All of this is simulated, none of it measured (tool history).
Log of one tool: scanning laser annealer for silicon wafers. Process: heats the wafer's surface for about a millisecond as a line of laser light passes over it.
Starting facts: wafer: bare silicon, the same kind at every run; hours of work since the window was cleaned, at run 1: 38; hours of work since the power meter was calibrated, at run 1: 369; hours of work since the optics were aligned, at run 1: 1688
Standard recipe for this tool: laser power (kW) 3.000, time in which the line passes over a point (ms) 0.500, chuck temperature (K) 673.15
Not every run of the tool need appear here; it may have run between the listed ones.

run   hour  laser power (kW)  time in which the line passes over a point (ms)  chuck temperature (K)  hours of work since the window was cleaned  hours of work since the power meter was calibrated  hours of work since the optics were aligned  highest temperature of the surface (K)
  1    0.0             3.000                                            0.500                 673.15                                          38                                                 369                                         1688                                 1395.15
  2   18.1             3.000                                            0.500                 673.15                                          51                                                 382                                         1701                                 1396.15
  3   26.5             3.000                                            0.500                 673.15                                          58                                                 388                                         1707                                 1397.15
  4   37.3             2.804                                            0.500                 673.15                                          66                                                 396                                         1715                                 1335.15
  5   49.5             2.804                                            0.500                 673.15                                          75                                                 405                                         1724                                 1339.15
  6   64.4             2.804                                            0.500                 673.15                                          86                                                 416                                         1735                                 1336.15
  7   81.0             2.804                                            0.500                 673.15                                          98                                                 429                                         1748                                 1337.15
  8   92.4             2.804                                            0.500                 673.15                                         107                                                 437                                         1756                                 1332.15
  9  102.9             3.000                                            0.500                 673.15                                         114                                                 445                                         1764                                 1388.15
 10  120.4             3.000                                            0.500                 673.15                                         127                                                 458                                         1777                                 1387.15
     130.7  -- optics aligned, line set to its width
 11  141.6             3.000                                            0.500                 673.15                                         139                                                 470                                            8                                 1407.15
 12  158.2             3.000                                            0.500                 673.15                                         152                                                 482                                           20                                 1407.15
 13  166.0             3.000                                            0.500                 673.15                                         158                                                 488                                           26                                 1405.15
 14  183.6             3.000                                            0.500                 673.15                                         171                                                 501                                           39                                 1402.15
 15  202.4             3.000                                            0.472                 673.15                                         185                                                 515                                           53                                 1385.15
 16  214.1             3.000                                            0.472                 673.15                                         193                                                 524                                           62                                 1382.15
 17  228.5             3.000                                            0.381                 673.15                                         204                                                 534                                           73                                 1315.15
 18  242.7             3.000                                            0.381                 673.15                                         214                                                 545                                           83                                 1314.15
 19  258.3             3.000                                            0.561                 705.15                                         226                                                 557                                           95                                 1471.15
 20  272.1             3.000                                            0.500                 655.15                                         236                                                 567                                          105                                 1380.15
 21  286.8             2.779                                            0.593                 683.15                                         247                                                 578                                          116                                 1398.15
 22  303.3             2.620                                            0.460                 673.15                                         259                                                 590                                          128                                 1264.15
 23  321.0             2.954                                            0.442                 673.15                                         273                                                 603                                          141                                 1340.15
 24  339.2             2.552                                            0.500                 646.15                                         286                                                 617                                          155                                 1239.15
 25  348.5             2.766                                            0.603                 673.15                                         293                                                 623                                          162                                 1385.15
 26  359.8             2.805                                            0.500                 669.15                                         301                                                 632                                          170                                 1331.15
 27  371.3             2.805                                            0.500                 669.15                                         310                                                 640                                          179                                 1329.15
 28  382.3             3.000                                            0.472                 646.15                                         318                                                 649                                          187                                 1344.15
 29  396.4             3.218                                            0.530                 696.15                                         328                                                 659                                          197                                 1497.15
 30  413.1             3.272                                            0.497                 690.15                                         341                                                 671                                          210                                 1478.15
 31  429.5             2.886                                            0.500                 673.15                                         353                                                 684                                          222                                 1352.15
 32  444.8             2.688                                            0.522                 685.15                                         364                                                 695                                          233                                 1324.15
 33  453.7             3.268                                            0.385                 673.15                                         371                                                 701                                          240                                 1372.15

Consider 3 possible next runs. They are alternatives, not a sequence: every one starts from the tool as it was left by run 33. What does each give?
  A  464.6             2.589                                            0.429                 675.15                                         379                                                 710                                          248                                       ?
  B  464.6             3.000                                            0.389                 688.15                                         379                                                 710                                          248                                       ?
  C  464.6             2.961                                            0.416                 673.15                                         379                                                 710                                          248                                       ?

run  highest temperature of the surface (K)
  A                                 1230.15
  B                                 1319.15
  C                                 1316.15
Without the tool's hidden state the same runs would have given:
run  highest temperature of the surface (K)
  A                                 1258.15
  B                                 1352.15
  C                                 1349.15
